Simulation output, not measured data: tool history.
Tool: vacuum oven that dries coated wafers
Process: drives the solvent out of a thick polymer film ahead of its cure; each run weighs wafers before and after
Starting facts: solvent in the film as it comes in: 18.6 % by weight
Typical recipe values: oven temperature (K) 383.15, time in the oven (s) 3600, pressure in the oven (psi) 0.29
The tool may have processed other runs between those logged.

run 1 hour=0 | oven_temperature_(K)=383.15 time_in_the_oven_(s)=3600 pressure_in_the_oven_(psi)=0.29 | solvent_left_in_the_film_(%)=2.31
run 2 hour=13.7 | oven_temperature_(K)=383.15 time_in_the_oven_(s)=3600 pressure_in_the_oven_(psi)=0.178 | solvent_left_in_the_film_(%)=2.07
run 3 hour=32.4 | oven_temperature_(K)=383.15 time_in_the_oven_(s)=3600 pressure_in_the_oven_(psi)=0.178 | solvent_left_in_the_film_(%)=2.09
run 4 hour=50.5 | oven_temperature_(K)=383.15 time_in_the_oven_(s)=3600 pressure_in_the_oven_(psi)=0.29 | solvent_left_in_the_film_(%)=2.27
run 5 hour=71.2 | oven_temperature_(K)=383.15 time_in_the_oven_(s)=3600 pressure_in_the_oven_(psi)=0.29 | solvent_left_in_the_film_(%)=2.23
run 6 hour=86.9 | oven_temperature_(K)=383.15 time_in_the_oven_(s)=3600 pressure_in_the_oven_(psi)=0.29 | solvent_left_in_the_film_(%)=2.37
run 7 hour=96.4 | oven_temperature_(K)=383.15 time_in_the_oven_(s)=3600 pressure_in_the_oven_(psi)=0.29 | solvent_left_in_the_film_(%)=2.36
run 8 hour=115.7 | oven_temperature_(K)=383.15 time_in_the_oven_(s)=3600 pressure_in_the_oven_(psi)=0.29 | solvent_left_in_the_film_(%)=2.37
run 9 hour=137.3 | oven_temperature_(K)=383.15 time_in_the_oven_(s)=3600 pressure_in_the_oven_(psi)=0.29 | solvent_left_in_the_film_(%)=2.43
run 10 hour=149.7 | oven_temperature_(K)=383.15 time_in_the_oven_(s)=3600 pressure_in_the_oven_(psi)=0.29 | solvent_left_in_the_film_(%)=2.35
run 11 hour=169.8 | oven_temperature_(K)=383.15 time_in_the_oven_(s)=3600 pressure_in_the_oven_(psi)=0.29 | solvent_left_in_the_film_(%)=2.35
-- hour=173.4 oven's thermocouples calibrated
run 12 hour=181 | oven_temperature_(K)=383.15 time_in_the_oven_(s)=2400 pressure_in_the_oven_(psi)=0.28 | solvent_left_in_the_film_(%)=4.18
run 13 hour=196.5 | oven_temperature_(K)=383.15 time_in_the_oven_(s)=2400 pressure_in_the_oven_(psi)=0.28 | solvent_left_in_the_film_(%)=4.24
run 14 hour=209.1 | oven_temperature_(K)=373.15 time_in_the_oven_(s)=1800 pressure_in_the_oven_(psi)=0.78 | solvent_left_in_the_film_(%)=9.67
-- hour=214 oven's thermocouples calibrated, once more
run 15 hour=220.2 | oven_temperature_(K)=372.15 time_in_the_oven_(s)=4500 pressure_in_the_oven_(psi)=0.542 | solvent_left_in_the_film_(%)=4.57
run 16 hour=232.4 | oven_temperature_(K)=394.15 time_in_the_oven_(s)=3600 pressure_in_the_oven_(psi)=0.29 | solvent_left_in_the_film_(%)=0.77
run 17 hour=241.8 | oven_temperature_(K)=394.15 time_in_the_oven_(s)=3600 pressure_in_the_oven_(psi)=0.29 | solvent_left_in_the_film_(%)=0.76
run 18 hour=251.4 | oven_temperature_(K)=393.15 time_in_the_oven_(s)=3600 pressure_in_the_oven_(psi)=0.193 | solvent_left_in_the_film_(%)=0.75
run 19 hour=262.9 | oven_temperature_(K)=384.15 time_in_the_oven_(s)=5640 pressure_in_the_oven_(psi)=1.088 | solvent_left_in_the_film_(%)=2.81
run 20 hour=280.6 | oven_temperature_(K)=384.15 time_in_the_oven_(s)=5640 pressure_in_the_oven_(psi)=1.088 | solvent_left_in_the_film_(%)=2.88
run 21 hour=299 | oven_temperature_(K)=384.15 time_in_the_oven_(s)=5640 pressure_in_the_oven_(psi)=1.088 | solvent_left_in_the_film_(%)=2.93

Here are 5 independent what-if runs from the current tool condition. What would each one return?
run A hour=312.1 | oven_temperature_(K)=377.15 time_in_the_oven_(s)=2580 pressure_in_the_oven_(psi)=0.354 | solvent_left_in_the_film_(%)=?
run B hour=312.1 | oven_temperature_(K)=384.15 time_in_the_oven_(s)=5640 pressure_in_the_oven_(psi)=0.602 | solvent_left_in_the_film_(%)=?
run C hour=312.1 | oven_temperature_(K)=383.15 time_in_the_oven_(s)=4560 pressure_in_the_oven_(psi)=0.455 | solvent_left_in_the_film_(%)=?
run D hour=312.1 | oven_temperature_(K)=384.15 time_in_the_oven_(s)=5640 pressure_in_the_oven_(psi)=0.464 | solvent_left_in_the_film_(%)=?
run E hour=312.1 | oven_temperature_(K)=392.15 time_in_the_oven_(s)=5640 pressure_in_the_oven_(psi)=0.3 | solvent_left_in_the_film_(%)=?

run=A solvent_left_in_the_film_(%)=5.4
run=B solvent_left_in_the_film_(%)=1.82
run=C solvent_left_in_the_film_(%)=1.95
run=D solvent_left_in_the_film_(%)=1.48
run=E solvent_left_in_the_film_(%)=0.62
With no hidden state in the tool, these same runs would have given:
run=A solvent_left_in_the_film_(%)=5.32
run=B solvent_left_in_the_film_(%)=1.76
run=C solvent_left_in_the_film_(%)=1.89
run=D solvent_left_in_the_film_(%)=1.43
run=E solvent_left_in_the_film_(%)=0.58

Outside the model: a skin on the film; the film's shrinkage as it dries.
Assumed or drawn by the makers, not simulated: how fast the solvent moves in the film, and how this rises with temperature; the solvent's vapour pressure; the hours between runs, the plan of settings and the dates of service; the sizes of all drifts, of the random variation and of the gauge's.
